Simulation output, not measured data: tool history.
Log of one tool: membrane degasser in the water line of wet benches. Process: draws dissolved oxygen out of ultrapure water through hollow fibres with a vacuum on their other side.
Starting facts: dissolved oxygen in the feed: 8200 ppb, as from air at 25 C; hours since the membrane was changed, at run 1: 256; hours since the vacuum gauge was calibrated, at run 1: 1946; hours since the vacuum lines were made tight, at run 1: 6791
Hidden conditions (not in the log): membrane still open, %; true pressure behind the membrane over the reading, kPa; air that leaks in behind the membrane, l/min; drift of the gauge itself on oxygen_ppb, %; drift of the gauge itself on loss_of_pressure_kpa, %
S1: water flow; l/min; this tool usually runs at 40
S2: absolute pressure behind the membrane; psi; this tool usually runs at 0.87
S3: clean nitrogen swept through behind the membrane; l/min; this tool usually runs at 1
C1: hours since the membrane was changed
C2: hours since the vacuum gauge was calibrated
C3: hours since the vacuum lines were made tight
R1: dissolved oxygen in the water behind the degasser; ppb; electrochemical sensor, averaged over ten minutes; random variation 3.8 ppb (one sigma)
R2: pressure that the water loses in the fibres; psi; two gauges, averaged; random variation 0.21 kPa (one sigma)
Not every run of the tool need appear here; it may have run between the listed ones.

run	hour	S1	S2	S3	C1	C2	C3	R1	R2
1	0	40	0.87	1	256	1946	6791	382.6	7.336
2	43.6	25	0.87	1	299	1990	6835	214.8	4.586
3	91.8	25	0.87	1	347	2038	6883	212.4	4.574
4	170.9	40	0.87	2.4	426	2117	6962	272.7	7.332
5	237.4	40	0.87	2.06	493	2183	7029	287.3	7.414
6	327.1	31	0.87	2.06	583	2273	7119	196.7	5.757
7	417.1	31	0.87	2.06	673	2363	7209	196.7	5.719
8	497.9	40	0.772	1	753	2444	7289	333.8	7.384
9	576.1	40	0.772	1	832	2522	7368	331.8	7.407
10	659.6	40	0.772	1	915	2605	7451	333.1	7.484
11	753.9	40	0.772	1	1009	2700	7545	331.5	7.404
12	838.9	40	0.772	1	1094	2785	7630	332	7.388
13	928.3	40	0.87	1	1184	2874	7720	378	7.423
14	981.1	40	0.87	1	1237	2927	7773	383.8	7.48
15	1020.2	50	0.87	1	1276	2966	7812	490.5	9.353
16	1101.4	50	0.87	1	1357	3047	7893	500.3	9.351
17	1168	48	0.87	1.19	1424	3114	7959	446.5	8.968
18	1257.1	56	0.526	1	1513	3203	8049	345.5	10.54
19	1332.7	40	1.447	2.46	1588	3279	8124	407.1	7.527
20	1382.8	54	1.333	1.43	1638	3329	8174	702.8	10.076
# hour 1455.5: gauge calibrated
21	1466.3	50	1.333	0.78	1722	3412	8258	857.8	9.182
22	1531.7	61	1.333	1.81	1787	3478	8323	715.3	11.232
23	1580.8	27	0.898	2.77	1836	3527	8372	142.1	4.944
24	1641.5	28	1.43	0.74	1897	3587	8433	560.4	5.11
25	1710.4	28	1.072	1.2	1966	3656	8502	285.8	5.143
26	1802.4	64	0.747	1.65	2058	3748	8594	509.5	11.777
27	1889.3	40	1.21	1	2145	3835	8681	556.8	7.443
28	1943.4	28	0.687	0.65	2199	3889	8735	208.5	5.213

Predict the results of run 29:
29	2015.7	25	0.715	1.79	2271	3962	8807	?	?

Run 29 measured R1 118.2 ppb, R2 4.631 psi.
Minus the tool's unlogged condition, the same run would have read R1 118 ppb, R2 4.583 psi.
